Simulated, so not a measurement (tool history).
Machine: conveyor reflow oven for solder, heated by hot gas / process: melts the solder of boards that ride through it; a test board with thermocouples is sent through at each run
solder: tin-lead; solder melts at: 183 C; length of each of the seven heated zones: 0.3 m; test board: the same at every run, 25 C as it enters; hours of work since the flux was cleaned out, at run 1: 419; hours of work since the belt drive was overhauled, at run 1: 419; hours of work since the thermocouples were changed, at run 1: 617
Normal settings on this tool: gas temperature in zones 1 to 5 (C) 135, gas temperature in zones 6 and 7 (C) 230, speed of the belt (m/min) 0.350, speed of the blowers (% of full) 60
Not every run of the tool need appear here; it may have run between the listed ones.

| run | hour | gas temperature in zones 1 to 5 (C) | gas temperature in zones 6 and 7 (C) | speed of the belt (m/min) | speed of the blowers (% of full) | hours of work since the flux was cleaned out | hours of work since the belt drive was overhauled | hours of work since the thermocouples were changed | highest temperature of the board (C) | time above the solder's melting point (s) |
|---|---|---|---|---|---|---|---|---|---|---|
| 1 | 0.0 | 135 | 230 | 0.350 | 60 | 419 | 419 | 617 | 209.3 | 63.1 |
|  | 30.6 | thermocouples of zones 6 and 7 changed |
| 2 | 40.6 | 135 | 230 | 0.350 | 60 | 445 | 445 | 7 | 208.8 | 65.4 |
| 3 | 83.2 | 135 | 230 | 0.304 | 60 | 473 | 473 | 35 | 213.1 | 82.7 |
|  | 91.6 | flux residue cleaned out of gas plates and filters |
| 4 | 122.4 | 135 | 230 | 0.304 | 60 | 20 | 496 | 57 | 211.2 | 78.5 |
| 5 | 164.8 | 135 | 230 | 0.304 | 60 | 48 | 524 | 85 | 210.5 | 79.8 |
| 6 | 192.7 | 135 | 230 | 0.304 | 60 | 67 | 542 | 104 | 210.2 | 78.8 |
| 7 | 231.2 | 135 | 230 | 0.304 | 60 | 92 | 568 | 129 | 211.4 | 77.1 |
| 8 | 270.0 | 135 | 230 | 0.304 | 60 | 118 | 593 | 155 | 209.7 | 77.2 |
| 9 | 295.5 | 135 | 227 | 0.350 | 60 | 135 | 610 | 172 | 202.6 | 52.8 |
|  | 304.9 | flux residue cleaned out of gas plates and filters, once more |
| 10 | 330.1 | 135 | 227 | 0.350 | 60 | 17 | 630 | 192 | 211.8 | 69.1 |
| 11 | 373.9 | 135 | 239 | 0.350 | 60 | 46 | 659 | 220 | 221.2 | 80.5 |
| 12 | 413.5 | 135 | 239 | 0.350 | 60 | 72 | 685 | 247 | 220.5 | 79.7 |
| 13 | 461.9 | 135 | 239 | 0.356 | 60 | 104 | 717 | 279 | 219.6 | 76.8 |
| 14 | 493.6 | 135 | 239 | 0.356 | 60 | 125 | 738 | 300 | 220.0 | 76.6 |
| 15 | 542.7 | 135 | 239 | 0.356 | 60 | 157 | 770 | 332 | 219.9 | 77.4 |
| 16 | 569.1 | 129 | 230 | 0.297 | 60 | 175 | 788 | 350 | 215.9 | 87.0 |
| 17 | 612.6 | 129 | 230 | 0.297 | 60 | 204 | 817 | 378 | 216.3 | 85.1 |
| 18 | 668.5 | 134 | 243 | 0.405 | 60 | 240 | 854 | 415 | 216.2 | 63.2 |
| 19 | 721.3 | 138 | 235 | 0.319 | 84 | 275 | 889 | 450 | 221.7 | 92.1 |
| 20 | 743.7 | 135 | 230 | 0.350 | 62 | 290 | 903 | 465 | 210.6 | 68.4 |
| 21 | 783.9 | 135 | 230 | 0.350 | 62 | 317 | 930 | 492 | 210.9 | 68.3 |
| 22 | 818.6 | 135 | 219 | 0.336 | 60 | 340 | 953 | 515 | 202.4 | 57.4 |

Run 23 comes next. What will it give?
| 23 | 842.3 | 148 | 226 | 0.415 | 70 | 355 | 969 | 530 | ? | ? |

highest temperature of the board (C): 205.1
time above the solder's melting point (s): 54.3
The same run, on a tool lacking any hidden state, would have yielded highest temperature of the board (C) 209.1, time above the solder's melting point (s) 60.0.
